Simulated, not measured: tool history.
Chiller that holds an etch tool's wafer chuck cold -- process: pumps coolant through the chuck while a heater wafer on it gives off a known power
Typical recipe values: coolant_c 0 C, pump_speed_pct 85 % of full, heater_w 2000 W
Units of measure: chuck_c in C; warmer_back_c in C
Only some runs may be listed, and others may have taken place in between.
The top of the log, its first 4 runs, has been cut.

{"run": 5, "day": 8.229, "coolant_c": 0, "pump_speed_pct": 85, "heater_w": 2000, "chuck_c": 23.1, "warmer_back_c": 6.42}
{"run": 6, "day": 9.883, "coolant_c": 0, "pump_speed_pct": 85, "heater_w": 2000, "chuck_c": 23.3, "warmer_back_c": 6.37}
{"run": 7, "day": 13.121, "coolant_c": 0, "pump_speed_pct": 85, "heater_w": 2000, "chuck_c": 23.1, "warmer_back_c": 6.5}
{"run": 8, "day": 15.133, "coolant_c": -10, "pump_speed_pct": 85, "heater_w": 2000, "chuck_c": 13, "warmer_back_c": 6.41}
{"run": 9, "day": 17.808, "coolant_c": -10, "pump_speed_pct": 85, "heater_w": 2000, "chuck_c": 13.2, "warmer_back_c": 6.39}
{"run": 10, "day": 20.646, "coolant_c": -10, "pump_speed_pct": 85, "heater_w": 2000, "chuck_c": 13.2, "warmer_back_c": 6.39}
{"run": 11, "day": 24.504, "coolant_c": 0, "pump_speed_pct": 85, "heater_w": 2325, "chuck_c": 27.1, "warmer_back_c": 7.44}
{"run": 12, "day": 26.129, "coolant_c": 0, "pump_speed_pct": 85, "heater_w": 2325, "chuck_c": 27, "warmer_back_c": 7.52}
{"run": 13, "day": 29.638, "coolant_c": 0, "pump_speed_pct": 85, "heater_w": 1583, "chuck_c": 18.6, "warmer_back_c": 5.1}
{"run": 14, "day": 33.104, "coolant_c": 0, "pump_speed_pct": 83, "heater_w": 2000, "chuck_c": 23.8, "warmer_back_c": 6.6}
{"run": 15, "day": 35.171, "coolant_c": 0, "pump_speed_pct": 89, "heater_w": 2000, "chuck_c": 22.9, "warmer_back_c": 6.12}
{"run": 16, "day": 37.054, "coolant_c": 0, "pump_speed_pct": 89, "heater_w": 2000, "chuck_c": 22.8, "warmer_back_c": 6.16}
{"run": 17, "day": 40.342, "coolant_c": 0, "pump_speed_pct": 89, "heater_w": 2000, "chuck_c": 23.1, "warmer_back_c": 6.09}
{"run": 18, "day": 43.667, "coolant_c": 6, "pump_speed_pct": 64, "heater_w": 2267, "chuck_c": 37.8, "warmer_back_c": 10.16}
{"run": 19, "day": 45.904, "coolant_c": 6, "pump_speed_pct": 62, "heater_w": 1365, "chuck_c": 25.5, "warmer_back_c": 6.38}
{"run": 20, "day": 48.029, "coolant_c": 0, "pump_speed_pct": 92, "heater_w": 2000, "chuck_c": 22.7, "warmer_back_c": 5.98}
{"run": 21, "day": 51.388, "coolant_c": -1, "pump_speed_pct": 85, "heater_w": 1812, "chuck_c": 20.5, "warmer_back_c": 5.86}
{"run": 22, "day": 55.242, "coolant_c": 0, "pump_speed_pct": 71, "heater_w": 2000, "chuck_c": 26.6, "warmer_back_c": 7.96}
{"run": 23, "day": 58.558, "coolant_c": 0, "pump_speed_pct": 71, "heater_w": 2000, "chuck_c": 26.6, "warmer_back_c": 7.89}
{"run": 24, "day": 62.079, "coolant_c": 0, "pump_speed_pct": 94, "heater_w": 2798, "chuck_c": 31.7, "warmer_back_c": 8.15}
{"run": 25, "day": 64.979, "coolant_c": 10, "pump_speed_pct": 63, "heater_w": 1365, "chuck_c": 29.8, "warmer_back_c": 6.25}
{"run": 26, "day": 68.017, "coolant_c": 10, "pump_speed_pct": 63, "heater_w": 1365, "chuck_c": 29.8, "warmer_back_c": 6.24}

For run 27, what comes out?
{"run": 27, "day": 69.575, "coolant_c": 0, "pump_speed_pct": 75, "heater_w": 2817, "chuck_c": "?", "warmer_back_c": "?"}

chuck_c: 36.7 C
warmer_back_c: 10.55 C
The same run, on a tool lacking any hidden state, would have yielded chuck_c 29.4 C, warmer_back_c 9.84 C.

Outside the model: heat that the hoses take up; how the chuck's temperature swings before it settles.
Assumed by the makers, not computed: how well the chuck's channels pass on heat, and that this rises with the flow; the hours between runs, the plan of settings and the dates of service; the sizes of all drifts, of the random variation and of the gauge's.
